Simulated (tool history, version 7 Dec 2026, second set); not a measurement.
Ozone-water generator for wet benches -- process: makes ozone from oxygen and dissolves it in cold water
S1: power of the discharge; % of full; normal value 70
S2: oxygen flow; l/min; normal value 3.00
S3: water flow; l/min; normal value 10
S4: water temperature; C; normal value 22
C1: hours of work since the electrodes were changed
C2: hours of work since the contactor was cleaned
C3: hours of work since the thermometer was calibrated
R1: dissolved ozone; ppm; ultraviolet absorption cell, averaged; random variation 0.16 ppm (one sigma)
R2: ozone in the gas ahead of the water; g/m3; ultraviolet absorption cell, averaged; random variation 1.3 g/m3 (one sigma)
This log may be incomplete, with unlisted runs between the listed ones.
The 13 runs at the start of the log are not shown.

run    hour  S1    S2  S3  S4    C1    C2    C3    R1     R2
 14   842.6  74  3.00  10  22  4444   595  3694  21.6  243.8
 15   902.4  70  1.95  10  22  4486   637  3736  19.2  274.3
 16   956.4  70  5.26  10  22  4524   675  3774  20.9  189.4
 17  1025.5  70  5.26  10  22  4573   724  3823  21.5  189.1
     1049.1  -- gauge calibrated
 18  1104.8  81  3.99  16  19  4629   780  3879  16.0  240.0
 19  1188.2  59  3.99  16  15  4687   838  3938  13.4  190.4
 20  1282.5  59  1.90  12  15  4754   905  4004  15.0  249.5
 21  1356.5  44  2.67  10  29  4806   957  4057  13.1  178.0
 22  1417.7  40  2.55  13  29  4849  1000  4100   9.5  168.9
 23  1506.9  40  4.21  13  21  4912  1063  4163  11.5  139.7
 24  1586.0  40  4.21  13  21  4968  1119  4219  11.2  137.6
 25  1635.7  40  4.21  13  21  5003  1154  4254  11.4  139.0
     1720.1  -- electrodes of the discharge changed
 26  1725.0  46  2.05  15  17     3  1213  4312   9.8  201.3
 27  1787.1  46  3.84  15  17    47  1257  4356  11.7  156.4
 28  1858.7  70  5.22  13  22    98  1307  4407  17.3  190.6
 29  1918.0  70  5.22  13  22   140  1349  4449  17.2  190.6
 30  2020.8  70  5.22  13  22   212  1422  4521  17.3  190.0
 31  2070.8  70  5.22  13  22   247  1457  4556  17.2  188.1
 32  2131.0  65  5.17  10  22   290  1499  4599  20.4  177.8

4 options for the next run, each taken on its own from the tool as it stands now. Forecast them:
  A  2227.6  65  1.51   7  26  358  1568  4667   ?   ?
  B  2227.6  65  1.93   6  24  358  1568  4667   ?   ?
  C  2227.6  78  5.17  10  22  358  1568  4667   ?   ?
  D  2227.6  53  2.19  10  24  358  1568  4667   ?   ?

run    R1     R2
  A  22.7  281.9
  B  27.5  257.3
  C  22.9  206.0
  D  15.6  213.8
Stripped of hidden state, with their random variation kept, the same runs would have yielded:
run    R1     R2
  A  22.7  291.4
  B  27.5  266.0
  C  22.9  213.0
  D  15.6  221.0
